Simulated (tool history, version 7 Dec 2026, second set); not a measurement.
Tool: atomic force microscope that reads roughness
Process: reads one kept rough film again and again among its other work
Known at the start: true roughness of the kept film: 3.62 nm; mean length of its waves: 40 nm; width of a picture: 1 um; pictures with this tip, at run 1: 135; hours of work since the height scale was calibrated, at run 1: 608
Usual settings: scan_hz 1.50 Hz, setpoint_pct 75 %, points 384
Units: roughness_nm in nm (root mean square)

run	day	scan_hz	setpoint_pct	points	pictures with this tip	hours of work since the height scale was calibrated	roughness_nm
1	0.000	1.50	75	384	135	608	2.862
# day 0.496: new tip fitted
2	1.712	1.50	75	384	33	630	3.130
3	4.404	1.50	75	384	106	666	3.003
# day 5.921: new tip fitted
4	6.408	1.50	75	384	14	692	3.194
5	9.062	0.78	75	384	85	727	3.108
# day 11.317: new tip fitted
6	11.400	1.50	75	384	2	758	3.211
7	13.433	1.50	75	384	57	784	3.085
8	15.354	1.50	75	384	109	810	3.000
9	16.625	1.50	75	384	143	827	2.904
# day 16.779: new tip fitted
10	17.738	1.50	75	384	26	841	3.114
11	20.117	1.50	75	475	90	873	2.995
# day 22.238: new tip fitted
12	22.779	1.50	75	482	15	907	3.181
13	24.946	1.50	75	482	73	936	3.054
14	26.671	1.50	75	482	120	959	2.927
# day 27.696: new tip fitted
15	29.208	1.50	61	482	41	992	3.212
16	30.342	1.50	65	384	72	1007	3.151
17	32.446	2.08	67	534	129	1035	2.969
# day 33.221: new tip fitted
18	33.671	2.08	67	534	12	1051	3.219
19	35.379	2.01	70	259	58	1073	3.038
20	36.512	1.52	85	748	89	1088	2.891

The next listed run, before its measurement:
# day 38.717: new tip fitted
21	38.946	1.52	85	748	6	1120	?

{"run 21": {"roughness_nm": 3.09}}
Without the tool's hidden state the same run would have given roughness_nm 3.126 nm (root mean square).

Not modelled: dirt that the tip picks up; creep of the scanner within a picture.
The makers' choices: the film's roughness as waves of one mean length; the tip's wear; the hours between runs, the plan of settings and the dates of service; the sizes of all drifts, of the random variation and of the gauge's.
